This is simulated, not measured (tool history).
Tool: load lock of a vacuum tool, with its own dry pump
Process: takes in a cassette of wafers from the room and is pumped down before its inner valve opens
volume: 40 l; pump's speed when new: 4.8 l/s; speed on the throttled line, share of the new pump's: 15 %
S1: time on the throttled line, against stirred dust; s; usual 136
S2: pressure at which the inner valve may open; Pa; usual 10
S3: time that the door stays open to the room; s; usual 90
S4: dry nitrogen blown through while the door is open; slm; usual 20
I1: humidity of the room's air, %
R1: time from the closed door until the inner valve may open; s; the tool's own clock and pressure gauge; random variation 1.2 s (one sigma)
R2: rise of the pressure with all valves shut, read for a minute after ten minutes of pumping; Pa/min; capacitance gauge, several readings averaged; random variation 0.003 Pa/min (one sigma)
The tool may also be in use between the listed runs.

Run 1, hour 0.0: usual settings; I1 43.5. Result: R1 200.3 s, R2 0.054 Pa/min.
Run 2, hour 194.4: usual settings; I1 44.9. Result: R1 201.1 s, R2 0.057 Pa/min.
Run 3, hour 350.7: usual settings; I1 41.6. Result: R1 201.7 s, R2 0.061 Pa/min.
Run 4, hour 492.2: usual settings; I1 47.4. Result: R1 199.0 s, R2 0.061 Pa/min.
Run 5, hour 771.6: usual settings; I1 45.7. Result: R1 201.8 s, R2 0.066 Pa/min.
Run 6, hour 1035.3: usual settings but S2 19 Pa; I1 42.5. Result: R1 195.2 s, R2 0.066 Pa/min.
Run 7, hour 1328.1: usual settings but S2 19 Pa, S4 25 slm; I1 43.2. Result: R1 195.0 s, R2 0.068 Pa/min.
Run 8, hour 1620.5: usual settings but S2 19 Pa, S4 25 slm; I1 47.9. Result: R1 196.6 s, R2 0.073 Pa/min.
Run 9, hour 1802.1: usual settings but S2 19 Pa, S4 25 slm; I1 46.9. Result: R1 194.1 s, R2 0.079 Pa/min.
Run 10, hour 2046.1: usual settings but S2 19 Pa, S4 25 slm; I1 43.6. Result: R1 193.1 s, R2 0.075 Pa/min.
Run 11, hour 2297.2: usual settings but S2 19 Pa, S4 25 slm; I1 42.3. Result: R1 195.4 s, R2 0.080 Pa/min.
Run 12, hour 2608.7: usual settings; I1 46.4. Result: R1 202.4 s, R2 0.096 Pa/min.
Run 13, hour 2921.8: usual settings but S2 18 Pa; I1 43.1. Result: R1 198.2 s, R2 0.100 Pa/min.
Run 14, hour 3088.8: usual settings but S2 18 Pa; I1 45.9. Result: R1 196.5 s, R2 0.105 Pa/min.
Run 15, hour 3406.7: usual settings but S2 18 Pa; I1 44.6. Result: R1 197.8 s, R2 0.108 Pa/min.
Run 16, hour 3691.0: usual settings but S2 18 Pa; I1 41.5. Result: R1 198.5 s, R2 0.115 Pa/min.
Run 17, hour 4016.5: usual settings but S4 22 slm; I1 43.8. Result: R1 204.3 s, R2 0.119 Pa/min.
Run 18, hour 4230.4: usual settings but S4 22 slm; I1 44.7. Result: R1 206.2 s, R2 0.128 Pa/min.
Run 19, hour 4511.2: usual settings but S2 16 Pa, S4 6 slm; I1 45.7. Result: R1 199.2 s, R2 0.143 Pa/min.
Run 20, hour 4740.1: usual settings but S2 16 Pa, S4 6 slm; I1 41.4. Result: R1 198.8 s, R2 0.147 Pa/min.
Run 21, hour 5063.6: usual settings but S4 16 slm; I1 44.0. Result: R1 208.2 s, R2 0.153 Pa/min.
Run 22, hour 5364.9: usual settings but S1 181 s, S2 14 Pa; I1 47.8. Result: R1 239.8 s, R2 0.153 Pa/min.
Run 23, hour 5680.9: usual settings but S1 181 s, S2 14 Pa; I1 45.1. Result: R1 242.5 s, R2 0.162 Pa/min.
Run 24, hour 5943.5: usual settings but S1 181 s, S2 14 Pa; I1 46.9. Result: R1 236.5 s, R2 0.171 Pa/min.
Run 25, hour 6093.3: usual settings but S2 11 Pa, S3 96 s, S4 11 slm; I1 44.9. Result: R1 206.4 s, R2 0.182 Pa/min.
Run 26, hour 6407.7: usual settings but S2 11 Pa, S3 96 s, S4 11 slm; I1 46.5. Result: R1 205.6 s, R2 0.198 Pa/min.
Run 27, hour 6659.2: usual settings but S1 74 s, S3 111 s; I1 45.2. Result: R1 155.6 s, R2 0.211 Pa/min.
Run 28, hour 6982.2: usual settings but S1 74 s, S3 115 s; I1 43.8. Result: R1 156.2 s, R2 0.217 Pa/min.
Run 29, hour 7289.6: usual settings but S1 74 s, S3 115 s; I1 45.4. Result: R1 157.4 s, R2 0.230 Pa/min.
At hour 7440.0: door's seal changed, seat wiped.
Run 30, hour 7554.2: usual settings but S1 71 s, S3 100 s; I1 46.1. Result: R1 156.9 s, R2 0.050 Pa/min.
Run 31, hour 7712.9: usual settings but S1 240 s, S3 228 s; I1 43.1. Result: R1 292.3 s, R2 0.073 Pa/min.
Run 32, hour 7852.1: usual settings but S1 200 s, S2 15 Pa, S3 228 s, S4 18 slm; I1 46.9. Result: R1 257.1 s, R2 0.082 Pa/min.

Run 33 comes next. What will it give?
Run 33, hour 8124.1: usual settings but S1 200 s, S2 15 Pa, S3 228 s, S4 18 slm; I1 44.7. Result: R1 ?, R2 ?.

{"run 33": {"R1": 257.7, "R2": 0.087}}
Without the tool's hidden state the same run would have given R1 245.3 s, R2 0.081 Pa/min.
